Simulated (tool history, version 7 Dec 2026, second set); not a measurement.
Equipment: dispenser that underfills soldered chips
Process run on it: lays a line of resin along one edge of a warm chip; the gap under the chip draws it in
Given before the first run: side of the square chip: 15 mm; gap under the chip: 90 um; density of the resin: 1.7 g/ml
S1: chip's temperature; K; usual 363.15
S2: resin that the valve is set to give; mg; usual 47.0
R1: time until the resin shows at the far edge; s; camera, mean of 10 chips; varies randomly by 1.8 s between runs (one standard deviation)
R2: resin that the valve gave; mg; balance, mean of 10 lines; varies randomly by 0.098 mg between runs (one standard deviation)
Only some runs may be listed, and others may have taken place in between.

| run | hour | S1 | S2 | R1 | R2 |
|---|---|---|---|---|---|
| 1 | 0.0 | 363.15 | 47.0 | 232.1 | 46.67 |
| 2 | 5.1 | 363.15 | 46.9 | 302.3 | 46.50 |
| 3 | 10.2 | 363.15 | 46.9 | 412.2 | 46.33 |
|  | 12.4 | new syringe of resin |
| 4 | 15.7 | 363.15 | 46.9 | 225.8 | 46.22 |
| 5 | 18.1 | 363.15 | 46.9 | 257.4 | 46.14 |
| 6 | 21.8 | 363.15 | 46.9 | 311.3 | 46.37 |
| 7 | 24.2 | 363.15 | 46.9 | 353.7 | 46.37 |
|  | 28.5 | new syringe of resin |
| 8 | 28.5 | 363.15 | 46.9 | 190.4 | 46.10 |
| 9 | 31.8 | 363.15 | 46.9 | 227.6 | 46.20 |
| 10 | 34.4 | 363.15 | 46.9 | 263.0 | 46.20 |
| 11 | 37.8 | 363.15 | 47.0 | 320.2 | 46.16 |
| 12 | 41.6 | 351.15 | 46.4 | 689.2 | 45.60 |
|  | 44.6 | new syringe of resin |
| 13 | 45.5 | 356.15 | 43.9 | 289.3 | 43.10 |
| 14 | 49.0 | 356.15 | 43.9 | 348.8 | 43.18 |
| 15 | 54.2 | 371.15 | 51.1 | 225.3 | 50.03 |
| 16 | 59.2 | 349.15 | 42.6 | 873.7 | 41.87 |
|  | 60.8 | new syringe of resin |
| 17 | 61.8 | 354.15 | 40.7 | 314.5 | 39.90 |
| 18 | 67.0 | 370.15 | 50.8 | 192.5 | 49.63 |
| 19 | 72.2 | 360.15 | 50.0 | 401.0 | 48.80 |
|  | 76.8 | new syringe of resin |
| 20 | 77.1 | 360.15 | 50.0 | 221.2 | 48.86 |
| 21 | 80.6 | 360.15 | 51.4 | 267.9 | 50.06 |
| 22 | 82.9 | 367.15 | 42.6 | 231.2 | 41.51 |

Here are 4 independent what-if runs from the current tool condition. What would each one return?
| A | 85.7 | 371.15 | 54.9 | ? | ? |
| B | 85.7 | 369.15 | 55.3 | ? | ? |
| C | 85.7 | 377.15 | 48.0 | ? | ? |
| D | 85.7 | 365.15 | 50.9 | ? | ? |

| run | R1 | R2 |
|---|---|---|
| A | 217.7 | 53.66 |
| B | 232.2 | 53.94 |
| C | 170.6 | 46.69 |
| D | 286.2 | 49.60 |
With the hidden condition removed and each run's random variation left untouched, the same runs would have given:
| run | R1 | R2 |
|---|---|---|
| A | 124.2 | 55.10 |
| B | 132.6 | 55.39 |
| C | 97.2 | 47.95 |
| D | 162.8 | 50.93 |
